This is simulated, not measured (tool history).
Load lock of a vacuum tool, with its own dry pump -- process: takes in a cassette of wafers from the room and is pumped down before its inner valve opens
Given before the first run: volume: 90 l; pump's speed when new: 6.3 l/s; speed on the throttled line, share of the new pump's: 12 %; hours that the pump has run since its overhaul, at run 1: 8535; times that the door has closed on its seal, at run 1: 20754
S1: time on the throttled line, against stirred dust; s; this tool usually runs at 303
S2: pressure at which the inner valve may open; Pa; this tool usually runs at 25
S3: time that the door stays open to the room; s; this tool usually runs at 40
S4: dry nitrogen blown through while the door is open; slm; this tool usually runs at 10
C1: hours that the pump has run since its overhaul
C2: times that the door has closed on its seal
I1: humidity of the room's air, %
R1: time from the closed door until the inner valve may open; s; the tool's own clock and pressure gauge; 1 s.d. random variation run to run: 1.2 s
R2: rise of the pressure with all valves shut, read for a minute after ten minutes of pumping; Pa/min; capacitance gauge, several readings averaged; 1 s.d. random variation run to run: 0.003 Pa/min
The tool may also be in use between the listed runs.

{"run": 1, "day": 0.0, "S1": 303, "S2": 25, "S3": 40, "S4": 10, "C1": 8535, "C2": 20754, "I1": 45.6, "R1": 398.8, "R2": 0.062}
{"run": 2, "day": 6.721, "S1": 303, "S2": 25, "S3": 40, "S4": 10, "C1": 8697, "C2": 21279, "I1": 47.4, "R1": 396.9, "R2": 0.062}
{"run": 3, "day": 11.838, "S1": 303, "S2": 36, "S3": 40, "S4": 10, "C1": 8819, "C2": 21679, "I1": 46.8, "R1": 391.8, "R2": 0.066}
{"run": 4, "day": 18.096, "S1": 303, "S2": 36, "S3": 40, "S4": 10, "C1": 8970, "C2": 22169, "I1": 44.0, "R1": 391.5, "R2": 0.066}
{"run": 5, "day": 21.796, "S1": 303, "S2": 36, "S3": 40, "S4": 10, "C1": 9058, "C2": 22458, "I1": 46.4, "R1": 392.5, "R2": 0.068}
{"run": 6, "day": 28.275, "S1": 160, "S2": 25, "S3": 40, "S4": 10, "C1": 9214, "C2": 22964, "I1": 46.0, "R1": 274.5, "R2": 0.071}
{"run": 7, "day": 33.671, "S1": 303, "S2": 25, "S3": 40, "S4": 10, "C1": 9343, "C2": 23386, "I1": 44.2, "R1": 400.2, "R2": 0.067}
{"run": 8, "day": 37.454, "S1": 303, "S2": 25, "S3": 40, "S4": 10, "C1": 9434, "C2": 23682, "I1": 46.6, "R1": 401.3, "R2": 0.071}
{"run": 9, "day": 43.692, "S1": 303, "S2": 25, "S3": 40, "S4": 10, "C1": 9584, "C2": 24169, "I1": 44.3, "R1": 401.7, "R2": 0.078}
{"run": 10, "day": 47.129, "S1": 303, "S2": 25, "S3": 40, "S4": 10, "C1": 9666, "C2": 24438, "I1": 44.3, "R1": 399.9, "R2": 0.074}
{"run": 11, "day": 53.012, "S1": 303, "S2": 25, "S3": 40, "S4": 10, "C1": 9808, "C2": 24898, "I1": 45.2, "R1": 401.6, "R2": 0.072}
{"run": 12, "day": 56.017, "S1": 303, "S2": 25, "S3": 100, "S4": 10, "C1": 9880, "C2": 25133, "I1": 45.6, "R1": 400.7, "R2": 0.087}
{"run": 13, "day": 60.125, "S1": 303, "S2": 26, "S3": 40, "S4": 10, "C1": 9978, "C2": 25454, "I1": 42.7, "R1": 399.6, "R2": 0.072}
{"day": 62.025, "done": "dry pump taken out, an overhauled one fitted"}
{"run": 14, "day": 66.571, "S1": 188, "S2": 25, "S3": 40, "S4": 10, "C1": 109, "C2": 25938, "I1": 42.0, "R1": 286.2, "R2": 0.077}
{"run": 15, "day": 71.775, "S1": 203, "S2": 25, "S3": 40, "S4": 10, "C1": 234, "C2": 26345, "I1": 45.9, "R1": 299.5, "R2": 0.076}
{"run": 16, "day": 74.667, "S1": 303, "S2": 25, "S3": 40, "S4": 10, "C1": 303, "C2": 26571, "I1": 41.1, "R1": 385.3, "R2": 0.073}
{"run": 17, "day": 81.667, "S1": 303, "S2": 25, "S3": 40, "S4": 10, "C1": 471, "C2": 27118, "I1": 44.6, "R1": 388.8, "R2": 0.086}
{"run": 18, "day": 87.138, "S1": 303, "S2": 25, "S3": 40, "S4": 10, "C1": 603, "C2": 27545, "I1": 42.9, "R1": 387.3, "R2": 0.088}
{"run": 19, "day": 90.15, "S1": 303, "S2": 25, "S3": 40, "S4": 10, "C1": 675, "C2": 27781, "I1": 44.6, "R1": 388.3, "R2": 0.084}
{"run": 20, "day": 94.012, "S1": 303, "S2": 25, "S3": 40, "S4": 10, "C1": 768, "C2": 28083, "I1": 44.6, "R1": 389.3, "R2": 0.087}
{"run": 21, "day": 97.992, "S1": 232, "S2": 30, "S3": 40, "S4": 6, "C1": 863, "C2": 28394, "I1": 44.0, "R1": 322.5, "R2": 0.084}
{"run": 22, "day": 103.167, "S1": 440, "S2": 36, "S3": 40, "S4": 11, "C1": 987, "C2": 28798, "I1": 42.8, "R1": 503.0, "R2": 0.091}
{"run": 23, "day": 110.329, "S1": 489, "S2": 19, "S3": 179, "S4": 6, "C1": 1159, "C2": 29358, "I1": 47.4, "R1": 557.1, "R2": 0.123}
{"run": 24, "day": 116.871, "S1": 303, "S2": 25, "S3": 36, "S4": 11, "C1": 1316, "C2": 29870, "I1": 45.2, "R1": 389.5, "R2": 0.088}
{"run": 25, "day": 120.033, "S1": 303, "S2": 25, "S3": 72, "S4": 11, "C1": 1392, "C2": 30117, "I1": 44.7, "R1": 388.3, "R2": 0.099}
{"run": 26, "day": 124.362, "S1": 303, "S2": 25, "S3": 34, "S4": 22, "C1": 1496, "C2": 30455, "I1": 46.9, "R1": 387.0, "R2": 0.088}
{"run": 27, "day": 130.696, "S1": 172, "S2": 40, "S3": 45, "S4": 24, "C1": 1648, "C2": 30950, "I1": 47.1, "R1": 267.1, "R2": 0.1}
{"run": 28, "day": 134.538, "S1": 174, "S2": 30, "S3": 45, "S4": 24, "C1": 1740, "C2": 31250, "I1": 43.0, "R1": 273.4, "R2": 0.094}
{"run": 29, "day": 139.992, "S1": 174, "S2": 30, "S3": 45, "S4": 24, "C1": 1871, "C2": 31677, "I1": 42.5, "R1": 273.7, "R2": 0.095}
{"run": 30, "day": 144.5, "S1": 174, "S2": 30, "S3": 45, "S4": 40, "C1": 1979, "C2": 32029, "I1": 42.1, "R1": 274.0, "R2": 0.1}
{"run": 31, "day": 148.029, "S1": 176, "S2": 39, "S3": 160, "S4": 7, "C1": 2064, "C2": 32305, "I1": 40.3, "R1": 272.2, "R2": 0.129}
{"run": 32, "day": 152.933, "S1": 436, "S2": 25, "S3": 40, "S4": 7, "C1": 2182, "C2": 32688, "I1": 46.7, "R1": 507.6, "R2": 0.102}
{"run": 33, "day": 156.571, "S1": 591, "S2": 25, "S3": 40, "S4": 19, "C1": 2269, "C2": 32973, "I1": 46.1, "R1": 645.2, "R2": 0.101}
{"run": 34, "day": 160.504, "S1": 591, "S2": 25, "S3": 165, "S4": 26, "C1": 2364, "C2": 33280, "I1": 44.2, "R1": 644.9, "R2": 0.117}
{"run": 35, "day": 166.721, "S1": 591, "S2": 25, "S3": 165, "S4": 26, "C1": 2513, "C2": 33766, "I1": 46.7, "R1": 643.3, "R2": 0.13}
{"run": 36, "day": 171.138, "S1": 214, "S2": 22, "S3": 161, "S4": 20, "C1": 2619, "C2": 34111, "I1": 47.3, "R1": 315.0, "R2": 0.124}
{"run": 37, "day": 175.242, "S1": 214, "S2": 22, "S3": 161, "S4": 20, "C1": 2717, "C2": 34432, "I1": 44.9, "R1": 313.5, "R2": 0.123}

Hidden state or all else? Some run-to-run changes of R1, split into what the settings, what came in and random variation would give without the hidden state, and what is left for the hidden state (with any gauge scatter that isn't in both results):
Hidden conditions of the tool in this case: pump's speed, % of a new pump's; leak at the door's seal, Pa l/s; drift of the gauge itself on ready_s, %; drift of the gauge itself on rise_pa_min, %.
Run 5 -> 6: S1 303 -> 160, S2 36 -> 25. R1 -118.0 s: hidden state +3.9, all else -121.9.
Run 6 -> 7: S1 160 -> 303. R1 +125.7 s: hidden state -2.5, all else +128.2.
Run 13 -> 14: S1 303 -> 188, S2 26 -> 25, dry pump taken out, an overhauled one fitted. R1 -113.4 s: hidden state -13.5, all else -99.9.
Run 21 -> 22: S1 232 -> 440, S2 30 -> 36, S4 6 -> 11. R1 +180.5 s: hidden state -0.5, all else +181.0.
Run 31 -> 32: S1 176 -> 436, S2 39 -> 25, S3 160 -> 40. R1 +235.4 s: hidden state -0.5, all else +235.9.
Run 35 -> 36: S1 591 -> 214, S2 25 -> 22, S3 165 -> 161, S4 26 -> 20. R1 -328.3 s: hidden state +2.4, all else -330.7.

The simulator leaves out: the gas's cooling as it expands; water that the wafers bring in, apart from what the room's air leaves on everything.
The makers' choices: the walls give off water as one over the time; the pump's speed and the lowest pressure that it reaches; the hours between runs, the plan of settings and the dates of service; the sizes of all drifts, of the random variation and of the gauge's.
